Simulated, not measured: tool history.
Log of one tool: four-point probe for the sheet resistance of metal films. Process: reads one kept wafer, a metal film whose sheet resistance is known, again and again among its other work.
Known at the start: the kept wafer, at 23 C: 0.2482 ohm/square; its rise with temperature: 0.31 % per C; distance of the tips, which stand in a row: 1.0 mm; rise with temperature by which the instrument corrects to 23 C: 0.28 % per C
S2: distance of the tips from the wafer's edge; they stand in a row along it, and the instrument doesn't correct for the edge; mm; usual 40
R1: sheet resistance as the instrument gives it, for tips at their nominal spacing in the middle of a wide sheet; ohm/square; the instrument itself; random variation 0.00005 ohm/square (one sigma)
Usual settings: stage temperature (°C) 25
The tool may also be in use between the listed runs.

Run 1, hour 0.0: usual settings. Result: R1 0.247124 ohm/square.
Run 2, hour 37.9: usual settings but stage temperature (°C) 23. Result: R1 0.246948 ohm/square.
Run 3, hour 76.0: usual settings. Result: R1 0.247182 ohm/square.
Run 4, hour 157.6: usual settings. Result: R1 0.247086 ohm/square.
Run 5, hour 223.7: usual settings. Result: R1 0.247171 ohm/square.
Run 6, hour 298.7: usual settings but S2 5 mm. Result: R1 0.252186 ohm/square.
Run 7, hour 339.8: usual settings but S2 5 mm. Result: R1 0.252194 ohm/square.
Run 8, hour 387.4: usual settings. Result: R1 0.247164 ohm/square.
Run 9, hour 462.7: usual settings. Result: R1 0.247143 ohm/square.
Run 10, hour 502.2: usual settings. Result: R1 0.247242 ohm/square.
Run 11, hour 541.2: usual settings. Result: R1 0.247157 ohm/square.
Run 12, hour 612.2: usual settings but stage temperature (°C) 26. Result: R1 0.247298 ohm/square.
Run 13, hour 668.3: usual settings but stage temperature (°C) 26, S2 32 mm. Result: R1 0.247261 ohm/square.
Run 14, hour 744.4: usual settings but stage temperature (°C) 26, S2 32 mm. Result: R1 0.247295 ohm/square.
Run 15, hour 821.3: usual settings. Result: R1 0.247135 ohm/square.
Run 16, hour 860.0: usual settings. Result: R1 0.247280 ohm/square.
Run 17, hour 926.1: usual settings. Result: R1 0.247191 ohm/square.
Run 18, hour 996.2: usual settings. Result: R1 0.247197 ohm/square.
Run 19, hour 1059.6: usual settings. Result: R1 0.247284 ohm/square.
Run 20, hour 1145.3: usual settings. Result: R1 0.247280 ohm/square.
Run 21, hour 1192.9: usual settings. Result: R1 0.247285 ohm/square.
Run 22, hour 1254.7: usual settings but stage temperature (°C) 32, S2 63 mm. Result: R1 0.247642 ohm/square.
Run 23, hour 1304.0: usual settings but stage temperature (°C) 32, S2 63 mm. Result: R1 0.247580 ohm/square.
Run 24, hour 1365.4: usual settings but stage temperature (°C) 32, S2 6 mm. Result: R1 0.251304 ohm/square.
Run 25, hour 1412.1: usual settings but stage temperature (°C) 32, S2 6 mm. Result: R1 0.251215 ohm/square.
Run 26, hour 1463.1: usual settings but stage temperature (°C) 27, S2 5 mm. Result: R1 0.252586 ohm/square.
Run 27, hour 1539.7: usual settings but stage temperature (°C) 27, S2 5 mm. Result: R1 0.252554 ohm/square.
Run 28, hour 1619.9: usual settings but stage temperature (°C) 27, S2 5 mm. Result: R1 0.252478 ohm/square.
Run 29, hour 1710.3: usual settings but stage temperature (°C) 34, S2 8 mm. Result: R1 0.249833 ohm/square.
Run 30, hour 1794.1: usual settings but stage temperature (°C) 34, S2 8 mm. Result: R1 0.249795 ohm/square.
Run 31, hour 1885.6: usual settings but stage temperature (°C) 34, S2 8 mm. Result: R1 0.249722 ohm/square.
Run 32, hour 1962.9: usual settings but S2 5 mm. Result: R1 0.252485 ohm/square.
Run 33, hour 2030.1: usual settings but S2 5 mm. Result: R1 0.252418 ohm/square.
Run 34, hour 2082.9: usual settings but stage temperature (°C) 28, S2 5 mm. Result: R1 0.252677 ohm/square.
Run 35, hour 2145.4: usual settings but stage temperature (°C) 21, S2 18 mm. Result: R1 0.247485 ohm/square.
Run 36, hour 2208.7: usual settings but S2 11 mm. Result: R1 0.248286 ohm/square.
Run 37, hour 2292.5: usual settings but stage temperature (°C) 22, S2 27 mm. Result: R1 0.247343 ohm/square.
Run 38, hour 2355.3: usual settings but stage temperature (°C) 22, S2 27 mm. Result: R1 0.247399 ohm/square.
Run 39, hour 2416.5: usual settings but stage temperature (°C) 26, S2 30 mm. Result: R1 0.247510 ohm/square.
Run 40, hour 2455.6: usual settings but stage temperature (°C) 27, S2 30 mm. Result: R1 0.247550 ohm/square.
Run 41, hour 2548.7: usual settings but stage temperature (°C) 24, S2 26 mm. Result: R1 0.247460 ohm/square.
At hour 2600.9: stage's thermometer calibrated.
Run 42, hour 2635.5: usual settings but stage temperature (°C) 24, S2 26 mm. Result: R1 0.247739 ohm/square.

Forecast each of these 4 alternatives for the next run:
Run A, hour 2687.7: usual settings but stage temperature (°C) 24, S2 61 mm. Result: R1 ?.
Run B, hour 2687.7: usual settings but stage temperature (°C) 23, S2 23 mm. Result: R1 ?.
Run C, hour 2687.7: usual settings but stage temperature (°C) 32, S2 10 mm. Result: R1 ?.
Run D, hour 2687.7: usual settings but stage temperature (°C) 34, S2 17 mm. Result: R1 ?.

run        R1
  A  0.247584
  B  0.247690
  C  0.249364
  D  0.248598
Without the tool's hidden state the same runs would have given:
run        R1
  A  0.248319
  B  0.248424
  C  0.250104
  D  0.249335
